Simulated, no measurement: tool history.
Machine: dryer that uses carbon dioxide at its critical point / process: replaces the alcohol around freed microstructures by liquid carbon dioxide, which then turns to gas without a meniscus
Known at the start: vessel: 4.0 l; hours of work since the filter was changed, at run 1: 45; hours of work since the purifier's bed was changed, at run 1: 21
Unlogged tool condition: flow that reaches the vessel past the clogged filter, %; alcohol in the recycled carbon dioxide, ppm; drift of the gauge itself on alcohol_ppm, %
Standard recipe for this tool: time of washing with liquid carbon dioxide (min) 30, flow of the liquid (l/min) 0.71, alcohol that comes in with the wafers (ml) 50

| run | hour | time of washing with liquid carbon dioxide (min) | flow of the liquid (l/min) | alcohol that comes in with the wafers (ml) | hours of work since the filter was changed | hours of work since the purifier's bed was changed | alcohol left in the vessel before it's heated (ppm by volume) |
|---|---|---|---|---|---|---|---|
| 1 | 0 | 30 | 0.71 | 50 | 45 | 21 | 91 |
| 2 | 7.2 | 30 | 0.71 | 50 | 50 | 26 | 89 |
| 3 | 11.5 | 30 | 0.71 | 50 | 53 | 29 | 93 |
| 4 | 20.6 | 30 | 0.71 | 50 | 60 | 36 | 94 |
| 5 | 25.6 | 30 | 0.71 | 50 | 63 | 39 | 87 |
| 6 | 30.4 | 30 | 0.71 | 50 | 67 | 43 | 95 |
| 7 | 37.8 | 30 | 0.71 | 50 | 72 | 48 | 93 |
| 8 | 42.9 | 30 | 0.71 | 50 | 76 | 52 | 98 |
| 9 | 47.3 | 30 | 0.903 | 50 | 79 | 55 | 30 |
| 10 | 51.7 | 26 | 0.532 | 32 | 82 | 58 | 334 |
| 11 | 60.5 | 26 | 0.532 | 32 | 89 | 65 | 345 |
| 12 | 64.5 | 31 | 0.532 | 32 | 92 | 67 | 189 |
| 13 | 73.9 | 30 | 1.08 | 116 | 98 | 74 | 35 |
| 14 | 82.4 | 46 | 0.999 | 116 | 105 | 80 | 9 |
| 15 | 88.3 | 46 | 0.672 | 52 | 109 | 85 | 27 |
| 16 | 92.6 | 34 | 0.618 | 117 | 112 | 88 | 265 |
| 17 | 101.1 | 34 | 1.141 | 72 | 118 | 94 | 14 |

Subtracting, for every run, the result it would have given without the tool's unlogged condition from the measured result gives the following. The same run-to-run variation enters both numbers; the gauge's scatter may not:
| run | alcohol left in the vessel before it's heated (ppm by volume) |
|---|---|
| 1 | +13 |
| 2 | +14 |
| 3 | +15 |
| 4 | +18 |
| 5 | +19 |
| 6 | +20 |
| 7 | +22 |
| 8 | +24 |
| 9 | +13 |
| 10 | +52 |
| 11 | +56 |
| 12 | +40 |
| 13 | +15 |
| 14 | +9 |
| 15 | +15 |
| 16 | +76 |
| 17 | +13 |

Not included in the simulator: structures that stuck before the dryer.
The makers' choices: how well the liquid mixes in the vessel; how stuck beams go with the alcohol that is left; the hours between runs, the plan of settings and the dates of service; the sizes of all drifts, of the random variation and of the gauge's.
